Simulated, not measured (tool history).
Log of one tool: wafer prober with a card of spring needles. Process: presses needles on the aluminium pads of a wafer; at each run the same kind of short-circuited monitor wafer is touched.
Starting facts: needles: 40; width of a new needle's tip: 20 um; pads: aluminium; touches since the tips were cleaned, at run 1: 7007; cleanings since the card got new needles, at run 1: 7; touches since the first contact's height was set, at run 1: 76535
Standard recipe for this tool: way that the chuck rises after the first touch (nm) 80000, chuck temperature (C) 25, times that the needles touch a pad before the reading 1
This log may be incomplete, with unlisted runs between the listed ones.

run   hour  way that the chuck rises after the first touch (nm)  chuck temperature (C)  times that the needles touch a pad before the reading  touches since the tips were cleaned  cleanings since the card got new needles  touches since the first contact's height was set  resistance of one needle with its contact and lead (mohm)  way that a needle slides on the pad (nm)
  1    0.0                                                80000                     25                                                      1                                 7007                                         7                                             76535                                                        242                                     12234
       5.3  -- tips cleaned on abrasive film
  2    8.3                                                80000                     25                                                      1                                  907                                         8                                             79008                                                        215                                     12232
  3   19.8                                                80000                     25                                                      1                                 4381                                         8                                             82482                                                        243                                     12223
  4   29.8                                                80000                     27                                                      1                                 7396                                         8                                             85497                                                        240                                     12222
      33.0  -- tips cleaned on abrasive film
  5   39.2                                                80000                     27                                                      1                                 1884                                         9                                             88314                                                        226                                     12206
      41.7  -- height of the first contact set anew
  6   49.1                                                80000                     27                                                      1                                 4795                                         9                                              2261                                                        239                                     12190
  7   59.3                                                80000                     27                                                      1                                 7867                                         9                                              5333                                                        246                                     12187
      61.2  -- tips cleaned on abrasive film
  8   67.2                                                80000                     46                                                      1                                 1811                                        10                                              7679                                                        230                                     12181
  9   73.8                                                80000                     25                                                      1                                 3815                                        10                                              9683                                                        236                                     12186
 10   82.4                                                80000                     25                                                      1                                 6403                                        10                                             12271                                                        244                                     12180
      89.3  -- tips cleaned on abrasive film
 11   92.6                                                80000                     68                                                      2                                 1009                                        11                                             15331                                                        221                                     12179
 12   98.4                                                80000                     68                                                      2                                 2747                                        11                                             17069                                                        234                                     12176
 13  104.3                                                80000                     68                                                      2                                 4550                                        11                                             18872                                                        237                                     12177
     115.3  -- height of the first contact set anew, once more
 14  115.3                                                93000                     25                                                      2                                 7763                                        11                                                 0                                                        224                                     14292
     117.8  -- tips cleaned on abrasive film
 15  123.7                                                88000                     40                                                      1                                 1777                                        12                                              2519                                                        224                                     13517
 16  132.8                                                96000                     40                                                      2                                 4509                                        12                                              5251                                                        221                                     14742
 17  142.8                                                60000                     25                                                      1                                 7529                                        12                                              8271                                                        281                                      9215
     146.1  -- tips cleaned on abrasive film
 18  155.3                                                80000                     39                                                      3                                 2753                                        13                                             12015                                                        217                                     12277

Each row is a separate what-if for the run after 18, all from the same tool condition, not one after another. Results?
  A  164.6                                                92000                     26                                                      1                                 5575                                        13                                             14837                                                          ?                                         ?
  B  164.6                                                86000                     65                                                      1                                 5575                                        13                                             14837                                                          ?                                         ?
  C  164.6                                                96000                     25                                                      1                                 5575                                        13                                             14837                                                          ?                                         ?
  D  164.6                                                80000                     31                                                      3                                 5575                                        13                                             14837                                                          ?                                         ?

run  resistance of one needle with its contact and lead (mohm)  way that a needle slides on the pad (nm)
  A                                                        227                                     14128
  B                                                        245                                     13197
  C                                                        225                                     14741
  D                                                        221                                     12272
Take away the tool's hidden state, keep each run's random variation, and the runs would have read:
run  resistance of one needle with its contact and lead (mohm)  way that a needle slides on the pad (nm)
  A                                                        197                                     14147
  B                                                        213                                     13215
  C                                                        197                                     14760
  D                                                        207                                     12291
